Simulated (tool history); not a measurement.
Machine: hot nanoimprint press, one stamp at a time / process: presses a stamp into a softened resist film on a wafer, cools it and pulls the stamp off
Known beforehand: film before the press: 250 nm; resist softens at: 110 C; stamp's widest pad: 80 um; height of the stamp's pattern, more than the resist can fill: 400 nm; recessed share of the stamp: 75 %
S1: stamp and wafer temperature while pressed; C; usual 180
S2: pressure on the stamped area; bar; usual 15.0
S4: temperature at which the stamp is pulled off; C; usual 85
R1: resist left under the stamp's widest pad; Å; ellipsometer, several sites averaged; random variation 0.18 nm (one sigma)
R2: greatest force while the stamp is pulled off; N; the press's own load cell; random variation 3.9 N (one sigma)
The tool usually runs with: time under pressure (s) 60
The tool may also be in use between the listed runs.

run 1 hour=0.0 | S1=180 S2=15.0 time_under_pressure_(s)=60 S4=85 | R1=956 R2=189
run 2 hour=11.1 | S1=180 S2=15.0 time_under_pressure_(s)=60 S4=85 | R1=951 R2=187
run 3 hour=19.8 | S1=180 S2=15.0 time_under_pressure_(s)=60 S4=85 | R1=954 R2=191
run 4 hour=27.5 | S1=180 S2=15.0 time_under_pressure_(s)=60 S4=85 | R1=953 R2=184
run 5 hour=39.5 | S1=180 S2=15.0 time_under_pressure_(s)=60 S4=85 | R1=954 R2=187
run 6 hour=46.7 | S1=180 S2=15.0 time_under_pressure_(s)=60 S4=85 | R1=956 R2=189
run 7 hour=58.5 | S1=180 S2=15.0 time_under_pressure_(s)=60 S4=85 | R1=956 R2=195
run 8 hour=69.9 | S1=180 S2=15.0 time_under_pressure_(s)=60 S4=92 | R1=957 R2=183
run 9 hour=81.7 | S1=180 S2=15.0 time_under_pressure_(s)=60 S4=92 | R1=956 R2=168
run 10 hour=93.5 | S1=180 S2=15.0 time_under_pressure_(s)=60 S4=85 | R1=955 R2=193
run 11 hour=104.8 | S1=180 S2=15.0 time_under_pressure_(s)=60 S4=77 | R1=953 R2=198
run 12 hour=116.2 | S1=180 S2=15.0 time_under_pressure_(s)=60 S4=88 | R1=954 R2=179
run 13 hour=126.0 | S1=180 S2=15.0 time_under_pressure_(s)=60 S4=85 | R1=954 R2=186
run 14 hour=133.0 | S1=180 S2=15.0 time_under_pressure_(s)=34 S4=85 | R1=1176 R2=186
run 15 hour=144.3 | S1=180 S2=15.0 time_under_pressure_(s)=34 S4=85 | R1=1178 R2=188
run 16 hour=152.6 | S1=171 S2=16.2 time_under_pressure_(s)=60 S4=85 | R1=1456 R2=186
run 17 hour=161.0 | S1=174 S2=15.0 time_under_pressure_(s)=80 S4=85 | R1=1184 R2=185
run 18 hour=167.6 | S1=174 S2=15.2 time_under_pressure_(s)=31 S4=87 | R1=1586 R2=183
run 19 hour=179.6 | S1=180 S2=11.3 time_under_pressure_(s)=60 S4=80 | R1=1098 R2=194
run 20 hour=191.0 | S1=180 S2=11.3 time_under_pressure_(s)=60 S4=80 | R1=1099 R2=193
run 21 hour=203.6 | S1=180 S2=18.3 time_under_pressure_(s)=61 S4=83 | R1=857 R2=198
run 22 hour=213.2 | S1=180 S2=18.2 time_under_pressure_(s)=62 S4=85 | R1=853 R2=187
run 23 hour=220.7 | S1=180 S2=16.5 time_under_pressure_(s)=60 S4=85 | R1=908 R2=186
run 24 hour=228.9 | S1=187 S2=13.9 time_under_pressure_(s)=88 S4=85 | R1=591 R2=187
run 25 hour=239.6 | S1=187 S2=13.9 time_under_pressure_(s)=51 S4=84 | R1=739 R2=189
run 26 hour=252.1 | S1=182 S2=12.9 time_under_pressure_(s)=112 S4=89 | R1=729 R2=178
run 27 hour=259.0 | S1=182 S2=12.9 time_under_pressure_(s)=112 S4=81 | R1=727 R2=199
run 28 hour=271.1 | S1=182 S2=12.9 time_under_pressure_(s)=112 S4=81 | R1=728 R2=194
run 29 hour=282.1 | S1=182 S2=12.9 time_under_pressure_(s)=112 S4=81 | R1=729 R2=202
run 30 hour=293.6 | S1=182 S2=12.9 time_under_pressure_(s)=112 S4=81 | R1=728 R2=195

3 options for the next run, each taken on its own from the tool as it stands now. Forecast them:
run A hour=306.2 | S1=186 S2=10.2 time_under_pressure_(s)=54 S4=85 | R1=? R2=?
run B hour=306.2 | S1=182 S2=12.9 time_under_pressure_(s)=112 S4=75 | R1=? R2=?
run C hour=306.2 | S1=182 S2=12.9 time_under_pressure_(s)=41 S4=81 | R1=? R2=?

run=A R1=894 R2=198
run=B R1=725 R2=210
run=C R1=1072 R2=196
With the hidden condition removed and each run's random variation left untouched, the same runs would have given:
run=A R1=895 R2=195
run=B R1=725 R2=208
run=C R1=1073 R2=194
